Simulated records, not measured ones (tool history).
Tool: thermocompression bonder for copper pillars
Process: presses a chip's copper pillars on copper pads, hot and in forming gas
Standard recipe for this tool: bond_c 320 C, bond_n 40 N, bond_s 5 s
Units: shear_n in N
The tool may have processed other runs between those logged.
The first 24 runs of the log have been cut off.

{"run": 25, "hour": 1482.4, "bond_c": 339, "bond_n": 40, "bond_s": 5, "shear_n": 38.5}
{"run": 26, "hour": 1552.9, "bond_c": 339, "bond_n": 40, "bond_s": 5, "shear_n": 37.1}
{"run": 27, "hour": 1624.5, "bond_c": 339, "bond_n": 40, "bond_s": 5, "shear_n": 35.9}
{"run": 28, "hour": 1668.3, "bond_c": 319, "bond_n": 40, "bond_s": 6, "shear_n": 30.4}
{"hour": 1693.9, "done": "forming gas filter changed"}
{"run": 29, "hour": 1728.8, "bond_c": 319, "bond_n": 40, "bond_s": 6, "shear_n": 33.1}
{"run": 30, "hour": 1795.4, "bond_c": 332, "bond_n": 40, "bond_s": 3, "shear_n": 29.1}
{"run": 31, "hour": 1833.2, "bond_c": 314, "bond_n": 42, "bond_s": 7, "shear_n": 33.7}
{"run": 32, "hour": 1877.5, "bond_c": 343, "bond_n": 30, "bond_s": 5, "shear_n": 33.4}
{"run": 33, "hour": 1957.7, "bond_c": 320, "bond_n": 40, "bond_s": 3, "shear_n": 23.2}
{"run": 34, "hour": 2002.6, "bond_c": 320, "bond_n": 40, "bond_s": 3, "shear_n": 23.2}
{"run": 35, "hour": 2047.1, "bond_c": 320, "bond_n": 40, "bond_s": 3, "shear_n": 22.4}
{"run": 36, "hour": 2081.5, "bond_c": 313, "bond_n": 27, "bond_s": 11, "shear_n": 27.6}
{"hour": 2086.4, "done": "forming gas filter changed"}
{"run": 37, "hour": 2156.5, "bond_c": 298, "bond_n": 48, "bond_s": 3, "shear_n": 20.1}
{"hour": 2179.6, "done": "heater calibrated with a thermocouple chip"}
{"run": 38, "hour": 2224.7, "bond_c": 298, "bond_n": 48, "bond_s": 3, "shear_n": 21.9}
{"run": 39, "hour": 2285.1, "bond_c": 298, "bond_n": 53, "bond_s": 8, "shear_n": 33.7}

Below are 3 alternative next runs, each starting from the tool's condition after run 39. Predict each:
{"run": "A", "hour": 2355.6, "bond_c": 298, "bond_n": 34, "bond_s": 8, "shear_n": "?"}
{"run": "B", "hour": 2355.6, "bond_c": 311, "bond_n": 51, "bond_s": 7, "shear_n": "?"}
{"run": "C", "hour": 2355.6, "bond_c": 307, "bond_n": 53, "bond_s": 4, "shear_n": "?"}

run=A shear_n=24.3
run=B shear_n=35.7
run=C shear_n=28.8
With the hidden condition removed and each run's random variation left untouched, the same runs would have given:
run=A shear_n=27
run=B shear_n=39.5
run=C shear_n=31.9

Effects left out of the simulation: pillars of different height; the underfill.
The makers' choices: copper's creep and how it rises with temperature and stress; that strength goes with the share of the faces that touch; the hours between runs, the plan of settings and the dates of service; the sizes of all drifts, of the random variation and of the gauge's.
